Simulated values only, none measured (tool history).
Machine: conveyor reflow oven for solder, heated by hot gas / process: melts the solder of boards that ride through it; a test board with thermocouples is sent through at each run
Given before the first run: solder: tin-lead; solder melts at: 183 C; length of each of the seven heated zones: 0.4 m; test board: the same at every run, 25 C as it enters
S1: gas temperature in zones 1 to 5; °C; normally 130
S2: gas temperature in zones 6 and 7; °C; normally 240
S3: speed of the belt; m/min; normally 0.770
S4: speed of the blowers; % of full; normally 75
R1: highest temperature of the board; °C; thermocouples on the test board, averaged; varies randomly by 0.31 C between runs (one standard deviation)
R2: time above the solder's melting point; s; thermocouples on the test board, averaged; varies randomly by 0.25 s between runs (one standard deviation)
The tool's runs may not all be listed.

run    hour   S1   S2     S3  S4     R1    R2
  1     0.0  130  240  0.770  75  224.2  50.2
  2    35.9  130  240  0.770  75  224.1  49.3
  3    88.4  130  240  0.770  75  224.1  49.6
  4   134.6  130  231  0.770  75  217.2  44.7
  5   193.2  130  231  0.770  75  216.4  44.7
      239.5  -- flux residue cleaned out of gas plates and filters
  6   239.7  130  231  0.770  75  216.4  45.4
  7   271.5  130  231  0.770  75  216.8  45.3
  8   323.5  130  231  0.770  75  216.2  45.9
  9   358.2  130  240  0.770  61  220.9  47.2
 10   383.2  130  240  0.770  55  218.1  45.0
 11   418.3  130  240  0.770  55  218.3  45.2
 12   461.3  130  240  0.770  55  217.6  45.3
      478.2  -- belt drive overhauled, speed set with a stopwatch
 13   491.7  130  240  0.770  55  217.5  43.8
 14   515.8  130  245  0.770  75  228.9  50.9
 15   544.0  130  245  0.770  75  228.5  51.2
      556.5  -- flux residue cleaned out of gas plates and filters
 16   594.6  119  238  0.770  75  221.2  44.2
 17   644.8  119  238  0.770  75  221.1  44.7
 18   675.3  119  238  0.794  75  220.6  42.7
 19   723.5  122  229  0.904  68  205.1  27.0
 20   762.3  130  244  0.812  53  218.0  41.9
 21   809.9  144  240  0.770  75  227.7  53.8
 22   847.0  143  242  0.770  75  229.6  54.8
      867.9  -- flux residue cleaned out of gas plates and filters
 23   885.9  140  244  0.839  75  226.9  48.4
 24   921.1  118  238  0.839  75  217.4  38.4
 25   955.3  130  229  0.770  51  207.7  35.8
 26  1006.9  130  229  0.770  51  207.4  36.2
 27  1036.7  119  250  0.715  66  231.6  54.3
 28  1077.3  119  250  0.715  66  232.1  54.5
 29  1116.2  130  255  0.770  67  235.9  54.6
 30  1144.4  130  255  0.770  67  235.8  54.7

Consider 4 possible next runs. They are alternatives, not a sequence: every one starts from the tool as it was left by run 30. What does each give?
     1179.0  -- flux residue cleaned out of gas plates and filters
  A  1193.1  130  255  0.768  67   ?   ?
     1179.0  -- flux residue cleaned out of gas plates and filters
  B  1193.1  130  255  0.824  67   ?   ?
     1179.0  -- flux residue cleaned out of gas plates and filters
  C  1193.1  130  231  0.770  75   ?   ?
     1179.0  -- flux residue cleaned out of gas plates and filters
  D  1193.1  136  236  0.766  75   ?   ?

run     R1    R2
  A  236.8  55.0
  B  233.8  50.0
  C  217.6  45.1
  D  224.2  50.2
With the hidden condition removed and each run's random variation left untouched, the same runs would have given:
run     R1    R2
  A  234.2  53.4
  B  231.2  48.5
  C  215.0  43.2
  D  221.6  48.4
